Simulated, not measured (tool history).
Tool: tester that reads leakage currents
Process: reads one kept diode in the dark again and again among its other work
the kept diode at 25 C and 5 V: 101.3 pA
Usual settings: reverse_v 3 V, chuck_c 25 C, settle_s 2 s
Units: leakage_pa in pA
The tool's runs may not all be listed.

run 1 hour=0 | reverse_v=3 chuck_c=25 settle_s=2 | leakage_pa=85.34
run 2 hour=28.2 | reverse_v=9.55 chuck_c=25 settle_s=2 | leakage_pa=143.84
run 3 hour=59.9 | reverse_v=9.55 chuck_c=25 settle_s=2 | leakage_pa=144.76
run 4 hour=83.3 | reverse_v=9.55 chuck_c=25 settle_s=2 | leakage_pa=144.83
run 5 hour=100.3 | reverse_v=3 chuck_c=25 settle_s=2 | leakage_pa=85.44
run 6 hour=114.7 | reverse_v=3 chuck_c=25 settle_s=2 | leakage_pa=85.86
run 7 hour=129.5 | reverse_v=3 chuck_c=25 settle_s=2 | leakage_pa=86.14
run 8 hour=143.1 | reverse_v=5.12 chuck_c=25 settle_s=2 | leakage_pa=109.9
run 9 hour=156.6 | reverse_v=3 chuck_c=41 settle_s=2 | leakage_pa=364.69
run 10 hour=176.4 | reverse_v=3 chuck_c=20 settle_s=2 | leakage_pa=53.75
run 11 hour=206.9 | reverse_v=3 chuck_c=20 settle_s=2 | leakage_pa=53.92
run 12 hour=224.5 | reverse_v=3 chuck_c=21 settle_s=2 | leakage_pa=59.15
run 13 hour=244.7 | reverse_v=3 chuck_c=21 settle_s=2 | leakage_pa=59.77
run 14 hour=274 | reverse_v=3 chuck_c=21 settle_s=2 | leakage_pa=59.82
run 15 hour=302.6 | reverse_v=3 chuck_c=25 settle_s=2 | leakage_pa=87.38
run 16 hour=326.6 | reverse_v=3 chuck_c=25 settle_s=2 | leakage_pa=87.23
run 17 hour=348.1 | reverse_v=3 chuck_c=23 settle_s=2 | leakage_pa=72.78
run 18 hour=373.2 | reverse_v=3 chuck_c=23 settle_s=2 | leakage_pa=72.71
run 19 hour=388.2 | reverse_v=3 chuck_c=23 settle_s=2 | leakage_pa=72.47
run 20 hour=404 | reverse_v=1.22 chuck_c=25 settle_s=2 | leakage_pa=58.58
run 21 hour=431.3 | reverse_v=1.81 chuck_c=20 settle_s=0.33 | leakage_pa=44.14
run 22 hour=450 | reverse_v=3 chuck_c=56 settle_s=2 | leakage_pa=1285.13
run 23 hour=466.8 | reverse_v=3 chuck_c=31 settle_s=0.67 | leakage_pa=153.06
run 24 hour=482.8 | reverse_v=1.47 chuck_c=43 settle_s=4.16 | leakage_pa=322.9
run 25 hour=504.1 | reverse_v=1.87 chuck_c=33 settle_s=2 | leakage_pa=149.51
run 26 hour=523 | reverse_v=18.23 chuck_c=37 settle_s=0.32 | leakage_pa=590.81
run 27 hour=538.5 | reverse_v=3 chuck_c=51 settle_s=2 | leakage_pa=854.82
run 28 hour=556.8 | reverse_v=3 chuck_c=23 settle_s=0.39 | leakage_pa=74.2
run 29 hour=578.5 | reverse_v=7.1 chuck_c=25 settle_s=1.41 | leakage_pa=132.47
run 30 hour=609.8 | reverse_v=7.1 chuck_c=25 settle_s=1.41 | leakage_pa=133.44
run 31 hour=632.4 | reverse_v=19.18 chuck_c=20 settle_s=3.71 | leakage_pa=140.71
run 32 hour=661.6 | reverse_v=19.18 chuck_c=20 settle_s=3.71 | leakage_pa=141.57
run 33 hour=689.3 | reverse_v=6.99 chuck_c=40 settle_s=0.41 | leakage_pa=499.67
run 34 hour=709.8 | reverse_v=6.99 chuck_c=40 settle_s=0.41 | leakage_pa=499.1
run 35 hour=733.4 | reverse_v=3.59 chuck_c=25 settle_s=2 | leakage_pa=97.6
run 36 hour=746.6 | reverse_v=1.16 chuck_c=42 settle_s=0.76 | leakage_pa=271.64
run 37 hour=763.5 | reverse_v=10.62 chuck_c=42 settle_s=0.76 | leakage_pa=715.01
run 38 hour=793.7 | reverse_v=10.62 chuck_c=42 settle_s=0.76 | leakage_pa=717.85
run 39 hour=817.1 | reverse_v=8.38 chuck_c=42 settle_s=0.76 | leakage_pa=641.94
run 40 hour=839.8 | reverse_v=8.38 chuck_c=42 settle_s=0.76 | leakage_pa=641.54

The same runs without the tool's hidden state, with the same run-to-run variation:
The hidden state here: stray current of the dirty probe card, pA a volt; current scale over the true one, %; true chuck temperature over the reading, C; drift of the gauge itself on leakage_pa, %.
run=1 leakage_pa=81.47
run=2 leakage_pa=134.27
run=3 leakage_pa=134.69
run=4 leakage_pa=134.44
run=5 leakage_pa=80.99
run=6 leakage_pa=81.31
run=7 leakage_pa=81.49
run=8 leakage_pa=102.92
run=9 leakage_pa=352.47
run=10 leakage_pa=49.8
run=11 leakage_pa=49.82
run=12 leakage_pa=54.82
run=13 leakage_pa=55.29
run=14 leakage_pa=55.2
run=15 leakage_pa=81.7
run=16 leakage_pa=81.42
run=17 leakage_pa=67.33
run=18 leakage_pa=67.14
run=19 leakage_pa=66.85
run=20 leakage_pa=55.15
run=21 leakage_pa=40.58
run=22 leakage_pa=1238.42
run=23 leakage_pa=143.99
run=24 leakage_pa=309.33
run=25 leakage_pa=141.54
run=26 leakage_pa=547.77
run=27 leakage_pa=819.6
run=28 leakage_pa=67.64
run=29 leakage_pa=118.6
run=30 leakage_pa=119.16
run=31 leakage_pa=111.48
run=32 leakage_pa=111.64
run=33 leakage_pa=469.14
run=34 leakage_pa=468.19
run=35 leakage_pa=88.26
run=36 leakage_pa=257.87
run=37 leakage_pa=668.5
run=38 leakage_pa=670.24
run=39 leakage_pa=600.33
run=40 leakage_pa=599.38
